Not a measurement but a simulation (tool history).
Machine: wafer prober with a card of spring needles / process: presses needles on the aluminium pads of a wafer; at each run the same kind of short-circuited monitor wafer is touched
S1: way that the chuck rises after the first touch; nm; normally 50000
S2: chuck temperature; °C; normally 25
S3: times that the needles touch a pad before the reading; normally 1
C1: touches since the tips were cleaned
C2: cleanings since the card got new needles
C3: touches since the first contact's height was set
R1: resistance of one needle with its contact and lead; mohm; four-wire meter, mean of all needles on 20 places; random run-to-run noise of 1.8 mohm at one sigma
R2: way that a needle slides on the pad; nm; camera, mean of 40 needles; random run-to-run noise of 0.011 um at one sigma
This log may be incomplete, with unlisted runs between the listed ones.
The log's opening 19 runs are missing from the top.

At day 4.921: tips cleaned on abrasive film.
Run 20, day 5.192: usual settings but S1 58000 nm, S2 71 °C, S3 2; C1 1556; C2 8; C3 71145. Result: R1 261 mohm, R2 11020 nm.
Run 21, day 5.504: usual settings but S1 52000 nm, S2 109 °C; C1 3346; C2 8; C3 72935. Result: R1 418 mohm, R2 9870 nm.
Run 22, day 5.829: usual settings but S1 46000 nm, S2 94 °C; C1 5193; C2 8; C3 74782. Result: R1 540 mohm, R2 8740 nm.
Run 23, day 6.179: usual settings but S1 46000 nm, S2 85 °C, S3 3; C1 7196; C2 8; C3 76785. Result: R1 333 mohm, R2 8710 nm.
At day 6.296: tips cleaned on abrasive film.
Run 24, day 6.554: usual settings but S1 39000 nm, S2 124 °C, S3 3; C1 1494; C2 9; C3 78903. Result: R1 292 mohm, R2 7370 nm.
Run 25, day 6.804: usual settings but S1 39000 nm, S2 124 °C, S3 3; C1 2909; C2 9; C3 80318. Result: R1 328 mohm, R2 7380 nm.
Run 26, day 7.175: usual settings but S1 39000 nm, S2 124 °C, S3 3; C1 5034; C2 9; C3 82443. Result: R1 372 mohm, R2 7370 nm.
Run 27, day 7.45: usual settings but S1 39000 nm, S2 124 °C, S3 3; C1 6601; C2 9; C3 84010. Result: R1 387 mohm, R2 7380 nm.
At day 7.667: tips cleaned on abrasive film.
Run 28, day 7.725: usual settings but S1 40000 nm, S2 56 °C, S3 2; C1 334; C2 10; C3 85544. Result: R1 264 mohm, R2 7550 nm.
Run 29, day 8.042: usual settings but S1 62000 nm, S2 56 °C, S3 2; C1 2153; C2 10; C3 87363. Result: R1 271 mohm, R2 11740 nm.
Run 30, day 8.338: usual settings but S2 72 °C; C1 3836; C2 10; C3 89046. Result: R1 468 mohm, R2 9470 nm.
Run 31, day 8.692: usual settings but S2 90 °C, S3 3; C1 5856; C2 10; C3 91066. Result: R1 311 mohm, R2 9450 nm.
Run 32, day 8.85: usual settings but S1 47000 nm, S2 120 °C, S3 2; C1 6752; C2 10; C3 91962. Result: R1 419 mohm, R2 8900 nm.
Run 33, day 9.008: usual settings but S1 45000 nm, S2 42 °C, S3 2; C1 7675; C2 10; C3 92885. Result: R1 458 mohm, R2 8510 nm.
At day 9.033: tips cleaned on abrasive film.
Run 34, day 9.183: usual settings but S1 45000 nm, S2 42 °C, S3 2; C1 859; C2 11; C3 93845. Result: R1 276 mohm, R2 8490 nm.

Forecast each of these 4 alternatives for the next run:
Run A, day 9.462: usual settings but S1 45000 nm, S2 36 °C; C1 2458; C2 11; C3 95444. Result: R1 ?, R2 ?.
Run B, day 9.462: usual settings but S3 2; C1 2458; C2 11; C3 95444. Result: R1 ?, R2 ?.
Run C, day 9.462: usual settings but S1 47000 nm, S2 42 °C; C1 2458; C2 11; C3 95444. Result: R1 ?, R2 ?.
Run D, day 9.462: usual settings but S3 2; C1 2458; C2 11; C3 95444. Result: R1 ?, R2 ?.

run   R1    R2
  A  460  8510
  B  322  9450
  C  440  8890
  D  318  9440
With the hidden condition removed and each run's random variation left untouched, the same runs would have given:
run   R1    R2
  A  189  8600
  B  185  9540
  C  191  8980
  D  183  9540
